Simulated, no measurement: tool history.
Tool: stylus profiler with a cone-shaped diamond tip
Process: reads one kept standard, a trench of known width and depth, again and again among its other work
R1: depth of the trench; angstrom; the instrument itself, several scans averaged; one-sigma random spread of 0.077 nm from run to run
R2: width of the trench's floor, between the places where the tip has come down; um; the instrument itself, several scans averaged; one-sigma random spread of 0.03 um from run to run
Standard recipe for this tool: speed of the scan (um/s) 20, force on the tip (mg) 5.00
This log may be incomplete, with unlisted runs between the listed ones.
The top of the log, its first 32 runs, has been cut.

{"run": 33, "day": 77.1, "speed of the scan (um/s)": 17, "force on the tip (mg)": 10.6, "R1": 2047.5, "R2": 15.12}
{"run": 34, "day": 78.646, "speed of the scan (um/s)": 9, "force on the tip (mg)": 1.92, "R1": 2014.9, "R2": 15.06}
{"run": 35, "day": 82.321, "speed of the scan (um/s)": 19, "force on the tip (mg)": 5.0, "R1": 2025.9, "R2": 15.02}
{"run": 36, "day": 84.546, "speed of the scan (um/s)": 44, "force on the tip (mg)": 13.83, "R1": 2057.6, "R2": 14.98}
{"run": 37, "day": 88.004, "speed of the scan (um/s)": 11, "force on the tip (mg)": 5.4, "R1": 2027.1, "R2": 15.01}
{"run": 38, "day": 91.133, "speed of the scan (um/s)": 13, "force on the tip (mg)": 9.49, "R1": 2041.8, "R2": 14.94}
{"run": 39, "day": 93.746, "speed of the scan (um/s)": 7, "force on the tip (mg)": 2.73, "R1": 2016.2, "R2": 14.94}
{"run": 40, "day": 97.221, "speed of the scan (um/s)": 11, "force on the tip (mg)": 13.6, "R1": 2053.8, "R2": 14.94}
{"run": 41, "day": 98.892, "speed of the scan (um/s)": 70, "force on the tip (mg)": 13.6, "R1": 2055.0, "R2": 14.81}
{"run": 42, "day": 102.25, "speed of the scan (um/s)": 10, "force on the tip (mg)": 13.6, "R1": 2054.2, "R2": 14.89}
{"run": 43, "day": 103.946, "speed of the scan (um/s)": 40, "force on the tip (mg)": 2.5, "R1": 2014.1, "R2": 14.67}
{"run": 44, "day": 105.625, "speed of the scan (um/s)": 40, "force on the tip (mg)": 5.05, "R1": 2024.4, "R2": 14.71}
{"run": 45, "day": 108.279, "speed of the scan (um/s)": 18, "force on the tip (mg)": 11.31, "R1": 2045.7, "R2": 14.81}
{"run": 46, "day": 111.721, "speed of the scan (um/s)": 18, "force on the tip (mg)": 8.14, "R1": 2035.6, "R2": 14.74}

Consider 3 possible next runs. They are alternatives, not a sequence: every one starts from the tool as it was left by run 46. What does each give?
{"day": 114.904, "done": "new tip fitted, height scale calibrated"}
{"run": "A", "day": 114.904, "speed of the scan (um/s)": 73, "force on the tip (mg)": 5.0, "R1": "?", "R2": "?"}
{"day": 114.904, "done": "new tip fitted, height scale calibrated"}
{"run": "B", "day": 114.904, "speed of the scan (um/s)": 55, "force on the tip (mg)": 5.0, "R1": "?", "R2": "?"}
{"day": 114.904, "done": "new tip fitted, height scale calibrated"}
{"run": "C", "day": 114.904, "speed of the scan (um/s)": 20, "force on the tip (mg)": 14.3, "R1": "?", "R2": "?"}

run=A R1=2030.1 R2=16.87
run=B R1=2029.6 R2=16.98
run=C R1=2061.4 R2=17.12
The same runs, with their run-to-run variation unchanged, on a tool lacking any hidden condition would have given:
run=A R1=2030.9 R2=16.90
run=B R1=2030.4 R2=17.01
run=C R1=2062.2 R2=17.16
